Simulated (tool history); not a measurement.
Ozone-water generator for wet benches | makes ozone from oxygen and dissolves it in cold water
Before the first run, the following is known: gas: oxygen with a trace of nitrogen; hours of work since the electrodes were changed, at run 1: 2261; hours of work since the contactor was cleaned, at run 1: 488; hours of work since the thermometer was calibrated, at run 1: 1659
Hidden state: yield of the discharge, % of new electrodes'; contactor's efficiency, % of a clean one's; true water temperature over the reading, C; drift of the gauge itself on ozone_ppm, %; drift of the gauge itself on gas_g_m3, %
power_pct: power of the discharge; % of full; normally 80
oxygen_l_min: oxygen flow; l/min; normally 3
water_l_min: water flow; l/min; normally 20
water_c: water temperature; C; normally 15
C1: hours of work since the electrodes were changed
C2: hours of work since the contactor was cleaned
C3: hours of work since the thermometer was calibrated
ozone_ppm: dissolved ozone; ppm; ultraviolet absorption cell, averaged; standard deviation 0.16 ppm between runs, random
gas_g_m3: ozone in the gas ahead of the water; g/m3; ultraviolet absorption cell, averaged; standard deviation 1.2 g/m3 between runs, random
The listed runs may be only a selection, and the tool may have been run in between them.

Run 1, day 0: usual settings; C1 2261; C2 488; C3 1659. Result: ozone_ppm 19.6 ppm, gas_g_m3 224.4 g/m3.
Run 2, day 5.412: usual settings; C1 2368; C2 596; C3 1767. Result: ozone_ppm 19.8 ppm, gas_g_m3 225.1 g/m3.
Run 3, day 10.154: usual settings but water_l_min 24 l/min; C1 2463; C2 690; C3 1861. Result: ozone_ppm 16.7 ppm, gas_g_m3 227 g/m3.
Run 4, day 13.475: usual settings but water_l_min 24 l/min; C1 2529; C2 756; C3 1927. Result: ozone_ppm 16.9 ppm, gas_g_m3 225.4 g/m3.
Run 5, day 17.992: usual settings but water_l_min 24 l/min; C1 2619; C2 846; C3 2017. Result: ozone_ppm 16.6 ppm, gas_g_m3 226.7 g/m3.
Run 6, day 23.471: usual settings but water_l_min 24 l/min; C1 2727; C2 955; C3 2126. Result: ozone_ppm 16.8 ppm, gas_g_m3 225.1 g/m3.
Run 7, day 27.679: usual settings but water_l_min 24 l/min; C1 2811; C2 1038; C3 2209. Result: ozone_ppm 16.6 ppm, gas_g_m3 228 g/m3.
Run 8, day 34.308: usual settings but water_c 11 C; C1 2943; C2 1170; C3 2341. Result: ozone_ppm 20.6 ppm, gas_g_m3 226.7 g/m3.
Run 9, day 39.046: usual settings but water_l_min 15 l/min, water_c 11 C; C1 3037; C2 1264; C3 2435. Result: ozone_ppm 26.3 ppm, gas_g_m3 227.7 g/m3.
Run 10, day 42.704: usual settings but water_l_min 15 l/min, water_c 11 C; C1 3110; C2 1337; C3 2508. Result: ozone_ppm 26.4 ppm, gas_g_m3 228.2 g/m3.
Run 11, day 46.529: usual settings; C1 3186; C2 1413; C3 2584. Result: ozone_ppm 19.9 ppm, gas_g_m3 227.5 g/m3.
Run 12, day 49.862: usual settings; C1 3252; C2 1479; C3 2650. Result: ozone_ppm 19.9 ppm, gas_g_m3 227.4 g/m3.
Run 13, day 55.812: usual settings; C1 3371; C2 1598; C3 2769. Result: ozone_ppm 19.8 ppm, gas_g_m3 231.5 g/m3.
Run 14, day 62.088: usual settings but oxygen_l_min 1.92 l/min, water_l_min 29 l/min; C1 3495; C2 1722; C3 2893. Result: ozone_ppm 12 ppm, gas_g_m3 280.1 g/m3.
Run 15, day 66.808: usual settings but oxygen_l_min 1.92 l/min, water_l_min 29 l/min; C1 3589; C2 1816; C3 2987. Result: ozone_ppm 12 ppm, gas_g_m3 279.9 g/m3.
Run 16, day 72.7: usual settings but oxygen_l_min 1.92 l/min, water_l_min 29 l/min; C1 3706; C2 1933; C3 3104. Result: ozone_ppm 11.9 ppm, gas_g_m3 281.7 g/m3.
At day 74.658: water thermometer calibrated.
Run 17, day 76.871: usual settings but water_l_min 13 l/min; C1 3789; C2 2016; C3 44. Result: ozone_ppm 28 ppm, gas_g_m3 230.9 g/m3.
Run 18, day 82.325: usual settings but water_l_min 13 l/min; C1 3897; C2 2124; C3 152. Result: ozone_ppm 28 ppm, gas_g_m3 228.7 g/m3.
Run 19, day 86.188: usual settings but power_pct 90 % of full, oxygen_l_min 2.21 l/min, water_l_min 16 l/min, water_c 14 C; C1 3974; C2 2201; C3 229. Result: ozone_ppm 24.8 ppm, gas_g_m3 293.3 g/m3.
Run 20, day 90.342: usual settings but power_pct 90 % of full, oxygen_l_min 5.06 l/min, water_l_min 16 l/min, water_c 9 C; C1 4057; C2 2284; C3 312. Result: ozone_ppm 31 ppm, gas_g_m3 201 g/m3.
Run 21, day 94.483: usual settings but power_pct 90 % of full, oxygen_l_min 5.06 l/min, water_l_min 16 l/min, water_c 9 C; C1 4139; C2 2366; C3 394. Result: ozone_ppm 30.8 ppm, gas_g_m3 202.4 g/m3.
Run 22, day 98.512: usual settings but power_pct 56 % of full, oxygen_l_min 5.06 l/min, water_l_min 16 l/min, water_c 7 C; C1 4219; C2 2446; C3 474. Result: ozone_ppm 20.9 ppm, gas_g_m3 133.5 g/m3.
At day 101.979: contactor cleaned.
Run 23, day 102.875: usual settings but power_pct 56 % of full, oxygen_l_min 2.21 l/min, water_l_min 17 l/min, water_c 8 C; C1 4303; C2 18; C3 558. Result: ozone_ppm 16.2 ppm, gas_g_m3 191.7 g/m3.
Run 24, day 105.692: usual settings but power_pct 56 % of full, oxygen_l_min 2.21 l/min, water_l_min 17 l/min, water_c 8 C; C1 4359; C2 74; C3 614. Result: ozone_ppm 16.4 ppm, gas_g_m3 192.7 g/m3.

4 ways to go on from here, each from the tool as it stands after run 24. What would each give?
Run A, day 110.667: usual settings but power_pct 76 % of full, oxygen_l_min 2.21 l/min, water_l_min 12 l/min, water_c 21 C; C1 4457; C2 173; C3 713. Result: ozone_ppm ?, gas_g_m3 ?.
Run B, day 110.667: usual settings but power_pct 70 % of full, oxygen_l_min 2.89 l/min, water_l_min 18 l/min; C1 4457; C2 173; C3 713. Result: ozone_ppm ?, gas_g_m3 ?.
Run C, day 110.667: usual settings but power_pct 43 % of full, water_l_min 17 l/min, water_c 11 C; C1 4457; C2 173; C3 713. Result: ozone_ppm ?, gas_g_m3 ?.
Run D, day 110.667: usual settings but power_pct 40 % of full, oxygen_l_min 3.09 l/min, water_l_min 19 l/min; C1 4457; C2 173; C3 713. Result: ozone_ppm ?, gas_g_m3 ?.

run  ozone_ppm  gas_g_m3
  A       24.9     254.5
  B       18.8       208
  C       13.9     135.3
  D       11.2       123
Without the tool's unlogged condition, the same runs would have read:
run  ozone_ppm  gas_g_m3
  A         25     247.6
  B       18.8     202.3
  C       13.9     131.6
  D       11.2     119.5

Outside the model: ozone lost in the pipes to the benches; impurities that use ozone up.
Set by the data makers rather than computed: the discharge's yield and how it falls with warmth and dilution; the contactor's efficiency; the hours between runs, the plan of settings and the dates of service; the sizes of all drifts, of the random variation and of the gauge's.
